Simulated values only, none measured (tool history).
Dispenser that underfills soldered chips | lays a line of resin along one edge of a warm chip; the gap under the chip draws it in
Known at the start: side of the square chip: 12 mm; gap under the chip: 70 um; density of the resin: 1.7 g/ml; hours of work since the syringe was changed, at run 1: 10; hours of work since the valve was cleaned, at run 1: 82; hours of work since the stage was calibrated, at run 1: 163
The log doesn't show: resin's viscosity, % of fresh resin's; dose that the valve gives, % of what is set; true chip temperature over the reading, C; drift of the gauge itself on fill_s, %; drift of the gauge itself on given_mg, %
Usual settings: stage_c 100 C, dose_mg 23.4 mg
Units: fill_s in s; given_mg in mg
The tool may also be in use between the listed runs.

| run | day | stage_c | dose_mg | hours of work since the syringe was changed | hours of work since the valve was cleaned | hours of work since the stage was calibrated | fill_s | given_mg |
|---|---|---|---|---|---|---|---|---|
| 1 | 0 | 100 | 23.4 | 10 | 82 | 163 | 54.1 | 21.65 |
|  | 0.083 | new syringe of resin |
| 2 | 0.229 | 100 | 23.4 | 2 | 86 | 166 | 40.4 | 21.54 |
| 3 | 0.442 | 100 | 23.4 | 6 | 89 | 170 | 46.6 | 21.7 |
| 4 | 0.562 | 100 | 23.4 | 8 | 91 | 172 | 49.8 | 21.58 |
|  | 0.729 | new syringe of resin |
| 5 | 0.775 | 100 | 21.6 | 1 | 95 | 175 | 40.2 | 19.97 |
| 6 | 0.888 | 100 | 20.9 | 3 | 97 | 177 | 43.5 | 19 |
| 7 | 1.05 | 100 | 23.4 | 5 | 99 | 180 | 45 | 21.4 |
| 8 | 1.233 | 100 | 23.4 | 9 | 103 | 183 | 52.1 | 21.3 |
|  | 1.371 | new syringe of resin |
| 9 | 1.371 | 104 | 23.4 | 0 | 105 | 185 | 32.8 | 21.29 |
| 10 | 1.6 | 97 | 27.1 | 4 | 109 | 189 | 45.7 | 24.3 |
|  | 1.679 | dispensing valve cleaned and set on the balance |
| 11 | 1.783 | 92 | 24.7 | 6 | 2 | 192 | 59.8 | 24.56 |
| 12 | 1.883 | 99 | 30.2 | 8 | 4 | 193 | 49 | 30.02 |
| 13 | 2 | 98 | 20.3 | 10 | 5 | 195 | 58.8 | 20.07 |
|  | 2.062 | new syringe of resin |
| 14 | 2.233 | 101 | 20.8 | 3 | 9 | 199 | 41.3 | 20.45 |
| 15 | 2.375 | 94 | 30 | 5 | 12 | 201 | 52.2 | 29.63 |
| 16 | 2.608 | 100 | 21.2 | 9 | 16 | 205 | 53.7 | 20.76 |
|  | 2.704 | new syringe of resin |
| 17 | 2.846 | 88 | 23 | 2 | 20 | 209 | 64 | 22.56 |

4 ways to go on from here, each from the tool as it stands after run 17. What would each give?
| A | 2.95 | 113 | 27.9 | 4 | 21 | 211 | ? | ? |
| B | 2.95 | 88 | 24.9 | 4 | 21 | 211 | ? | ? |
| C | 2.95 | 113 | 23.4 | 4 | 21 | 211 | ? | ? |
| D | 2.95 | 110 | 30.4 | 4 | 21 | 211 | ? | ? |

| run | fill_s | given_mg |
|---|---|---|
| A | 26.5 | 27.06 |
| B | 65.5 | 24.37 |
| C | 27.8 | 22.7 |
| D | 29.8 | 29.91 |
Without the tool's hidden state the same runs would have given:
| run | fill_s | given_mg |
|---|---|---|
| A | 21.6 | 27.71 |
| B | 53.2 | 24.95 |
| C | 22.7 | 23.25 |
| D | 24.4 | 30.63 |
